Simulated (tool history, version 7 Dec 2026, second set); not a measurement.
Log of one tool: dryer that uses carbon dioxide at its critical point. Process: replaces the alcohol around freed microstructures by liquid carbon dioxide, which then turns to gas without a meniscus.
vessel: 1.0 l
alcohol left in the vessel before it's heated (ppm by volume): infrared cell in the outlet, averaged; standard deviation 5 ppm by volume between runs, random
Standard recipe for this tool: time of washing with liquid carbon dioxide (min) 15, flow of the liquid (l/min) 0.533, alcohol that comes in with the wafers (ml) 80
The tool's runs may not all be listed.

| run | hour | time of washing with liquid carbon dioxide (min) | flow of the liquid (l/min) | alcohol that comes in with the wafers (ml) | alcohol left in the vessel before it's heated (ppm by volume) |
|---|---|---|---|---|---|
| 1 | 0.0 | 15 | 0.533 | 80 | 86 |
| 2 | 14.5 | 15 | 0.533 | 80 | 87 |
| 3 | 33.2 | 15 | 0.533 | 80 | 79 |
| 4 | 43.3 | 15 | 0.533 | 80 | 90 |
| 5 | 61.6 | 15 | 0.533 | 80 | 101 |
| 6 | 78.7 | 15 | 0.533 | 80 | 96 |
| 7 | 87.3 | 15 | 0.533 | 80 | 94 |
| 8 | 105.1 | 15 | 0.639 | 80 | 48 |
| 9 | 119.3 | 15 | 0.533 | 80 | 94 |
| 10 | 132.1 | 15 | 0.533 | 80 | 108 |
| 11 | 149.3 | 15 | 0.846 | 80 | 41 |
| 12 | 165.1 | 15 | 0.846 | 80 | 31 |
| 13 | 175.5 | 15 | 0.846 | 80 | 42 |
| 14 | 186.2 | 15 | 0.533 | 80 | 117 |
| 15 | 193.9 | 15 | 0.440 | 80 | 301 |
| 16 | 205.1 | 15 | 0.440 | 80 | 304 |
| 17 | 222.8 | 21 | 0.440 | 80 | 66 |
|  | 224.6 | inlet filter changed |
| 18 | 239.1 | 21 | 0.440 | 80 | 48 |
| 19 | 254.2 | 15 | 0.533 | 80 | 79 |
| 20 | 263.2 | 15 | 0.533 | 80 | 71 |
| 21 | 278.9 | 15 | 0.533 | 80 | 84 |
| 22 | 290.3 | 15 | 0.533 | 80 | 79 |
| 23 | 298.4 | 14 | 0.533 | 80 | 106 |
| 24 | 313.4 | 21 | 0.352 | 80 | 112 |
| 25 | 328.1 | 21 | 0.352 | 80 | 110 |
| 26 | 338.9 | 21 | 0.664 | 80 | 44 |
| 27 | 354.2 | 15 | 0.664 | 80 | 49 |
| 28 | 372.8 | 21 | 0.496 | 61 | 45 |
| 29 | 381.4 | 15 | 0.536 | 34 | 70 |
| 30 | 397.1 | 15 | 0.533 | 69 | 91 |
| 31 | 405.5 | 23 | 0.354 | 61 | 77 |
| 32 | 417.8 | 23 | 0.354 | 61 | 77 |
| 33 | 425.8 | 10 | 0.344 | 74 | 3119 |
| 34 | 439.5 | 20 | 0.344 | 74 | 171 |
| 35 | 452.4 | 9 | 0.671 | 80 | 366 |
| 36 | 470.4 | 9 | 0.671 | 80 | 368 |
| 37 | 481.1 | 15 | 0.399 | 80 | 388 |
| 38 | 496.0 | 15 | 0.887 | 23 | 45 |
| 39 | 513.0 | 10 | 0.887 | 23 | 50 |
| 40 | 524.6 | 11 | 0.811 | 45 | 66 |
| 41 | 542.9 | 9 | 0.672 | 42 | 233 |
| 42 | 552.3 | 13 | 0.342 | 105 | 1935 |
| 43 | 561.2 | 20 | 0.572 | 61 | 51 |

Run 44 has not been measured yet. What should we expect?
| 44 | 570.5 | 9 | 0.533 | 80 | ? |

Run 44 came out at alcohol left in the vessel before it's heated (ppm by volume) 1161.
Had the tool carried no hidden state, the very same run would have given alcohol left in the vessel before it's heated (ppm by volume) 802.

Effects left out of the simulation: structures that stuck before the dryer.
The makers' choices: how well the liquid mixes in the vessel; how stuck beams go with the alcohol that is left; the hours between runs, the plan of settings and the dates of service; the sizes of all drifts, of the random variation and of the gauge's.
